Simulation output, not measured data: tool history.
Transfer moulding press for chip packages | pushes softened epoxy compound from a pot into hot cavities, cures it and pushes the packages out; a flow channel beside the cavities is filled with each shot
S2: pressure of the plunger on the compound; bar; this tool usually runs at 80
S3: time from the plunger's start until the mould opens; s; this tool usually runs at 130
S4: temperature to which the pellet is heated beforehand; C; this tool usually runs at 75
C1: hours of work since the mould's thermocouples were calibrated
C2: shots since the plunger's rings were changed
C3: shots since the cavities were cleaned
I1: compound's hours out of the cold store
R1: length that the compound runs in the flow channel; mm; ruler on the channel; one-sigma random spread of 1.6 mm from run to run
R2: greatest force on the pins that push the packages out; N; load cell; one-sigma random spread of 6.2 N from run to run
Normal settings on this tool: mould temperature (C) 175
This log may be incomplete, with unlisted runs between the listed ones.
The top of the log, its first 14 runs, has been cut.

run 15 hour=131.1 | mould_temperature_(C)=177 S2=80 S3=139 S4=75 | C1=66 C2=4245 C3=168 | I1=43.4 | R1=528 R2=408
run 16 hour=141.8 | mould_temperature_(C)=177 S2=80 S3=139 S4=75 | C1=71 C2=4326 C3=249 | I1=18.7 | R1=580 R2=419
run 17 hour=151.4 | mould_temperature_(C)=173 S2=76 S3=159 S4=76 | C1=76 C2=4400 C3=323 | I1=26.5 | R1=557 R2=432
-- hour=154.5 mould's thermocouples calibrated
run 18 hour=163.6 | mould_temperature_(C)=171 S2=98.2 S3=154 S4=82 | C1=5 C2=4479 C3=402 | I1=45.9 | R1=589 R2=498
run 19 hour=169.4 | mould_temperature_(C)=171 S2=98.2 S3=154 S4=82 | C1=8 C2=4523 C3=446 | I1=12.2 | R1=674 R2=534
-- hour=174.4 cavities cleaned with cleaning compound and waxed
run 20 hour=183.5 | mould_temperature_(C)=178 S2=73.8 S3=154 S4=82 | C1=14 C2=4620 C3=70 | I1=41.2 | R1=508 R2=345
-- hour=192.2 mould's thermocouples calibrated, once more
run 21 hour=192.2 | mould_temperature_(C)=178 S2=73.8 S3=160 S4=72 | C1=0 C2=4672 C3=122 | I1=32.6 | R1=523 R2=347
-- hour=196.8 plunger's sealing rings changed
run 22 hour=203.6 | mould_temperature_(C)=178 S2=73.8 S3=160 S4=72 | C1=4 C2=52 C3=190 | I1=21.1 | R1=584 R2=357
run 23 hour=216.2 | mould_temperature_(C)=178 S2=73.8 S3=160 S4=72 | C1=11 C2=149 C3=287 | I1=27 | R1=569 R2=371
run 24 hour=224.6 | mould_temperature_(C)=175 S2=80 S3=127 S4=70 | C1=15 C2=213 C3=351 | I1=21.2 | R1=612 R2=581
run 25 hour=234.3 | mould_temperature_(C)=175 S2=80 S3=127 S4=70 | C1=20 C2=288 C3=426 | I1=35.2 | R1=576 R2=564
-- hour=242.8 cavities cleaned with cleaning compound and waxed
run 26 hour=244.4 | mould_temperature_(C)=175 S2=80 S3=127 S4=70 | C1=24 C2=354 C3=13 | I1=38 | R1=572 R2=457
run 27 hour=256.6 | mould_temperature_(C)=175 S2=80 S3=127 S4=70 | C1=30 C2=448 C3=107 | I1=37.9 | R1=572 R2=480
run 28 hour=264.1 | mould_temperature_(C)=175 S2=66.8 S3=130 S4=74 | C1=34 C2=506 C3=165 | I1=38.5 | R1=524 R2=474
run 29 hour=272.4 | mould_temperature_(C)=175 S2=60.3 S3=130 S4=74 | C1=38 C2=569 C3=228 | I1=10 | R1=552 R2=515
run 30 hour=280 | mould_temperature_(C)=175 S2=60 S3=130 S4=69 | C1=42 C2=628 C3=287 | I1=11.5 | R1=549 R2=537

Predict each of these 3 candidate next runs independently; none follows another, all start after run 30:
run A hour=291.3 | mould_temperature_(C)=174 S2=60 S3=130 S4=69 | C1=48 C2=714 C3=373 | I1=14.2 | R1=? R2=?
run B hour=291.3 | mould_temperature_(C)=170 S2=80 S3=130 S4=75 | C1=48 C2=714 C3=373 | I1=11.1 | R1=? R2=?
run C hour=291.3 | mould_temperature_(C)=175 S2=77 S3=168 S4=85 | C1=48 C2=714 C3=373 | I1=27.9 | R1=? R2=?

run=A R1=543 R2=589
run=B R1=646 R2=803
run=C R1=578 R2=392
Without the tool's unlogged condition, the same runs would have read:
run=A R1=549 R2=501
run=B R1=654 R2=685
run=C R1=585 R2=330
